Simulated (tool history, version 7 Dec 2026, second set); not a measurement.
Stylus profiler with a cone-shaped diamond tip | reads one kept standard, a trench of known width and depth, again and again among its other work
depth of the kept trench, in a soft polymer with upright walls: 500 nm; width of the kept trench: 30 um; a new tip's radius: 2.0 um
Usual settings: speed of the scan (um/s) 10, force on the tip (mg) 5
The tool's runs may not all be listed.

run	hour	speed of the scan (um/s)	force on the tip (mg)	depth of the trench (Å)	width of the trench's floor (µm)
1	0	10	5	5070.5	25.55
2	71.4	10	5	5071.4	25.52
3	128.6	10	5	5072.2	25.51
4	205.9	10	5	5072.6	25.54
5	275.6	10	5	5072.6	25.5
6	343.4	10	5	5073	25.44
7	411.3	10	5	5073.4	25.46
8	507.9	10	5	5074.5	25.42
9	573.8	2	5	5074.3	25.42
10	657	2	5	5074.7	25.35
11	756.4	2	5	5075.3	25.34
12	796.7	2	5	5075.7	25.27
13	854.8	2	5	5076.7	25.28
14	940.7	40	2.49	5051.8	25.15
# hour 950.6: new tip fitted, height scale calibrated
15	1027.1	40	2.49	5042.9	27.22
16	1092	4	3.48	5053.2	27.33
17	1154.7	6	7.9	5092.2	27.25
18	1204.4	3	6.78	5084.7	27.15
19	1277	3	5.33	5071.5	27.24
20	1349.6	3	5.33	5071.2	27.18
21	1419.9	23	2.72	5045.5	27.05
22	1494.5	2	14.16	5139.8	26.99
23	1540	3	8.18	5097.7	27.02
24	1613.4	6	9.35	5105.2	27.05

Forecast each of these 5 alternatives for the next run:
A	1677.3	6	9.98	?	?
B	1677.3	6	3.9	?	?
C	1677.3	4	3.26	?	?
D	1677.3	6	3.07	?	?
E	1677.3	33	7.97	?	?

run	depth of the trench (Å)	width of the trench's floor (µm)
A	5110.5	26.93
B	5059.7	26.98
C	5055.5	27.02
D	5049.7	26.95
E	5094	26.98
Without the tool's hidden state the same runs would have given:
run	depth of the trench (Å)	width of the trench's floor (µm)
A	5109.8	27.31
B	5059	27.36
C	5054.8	27.39
D	5049	27.33
E	5093.3	27.36
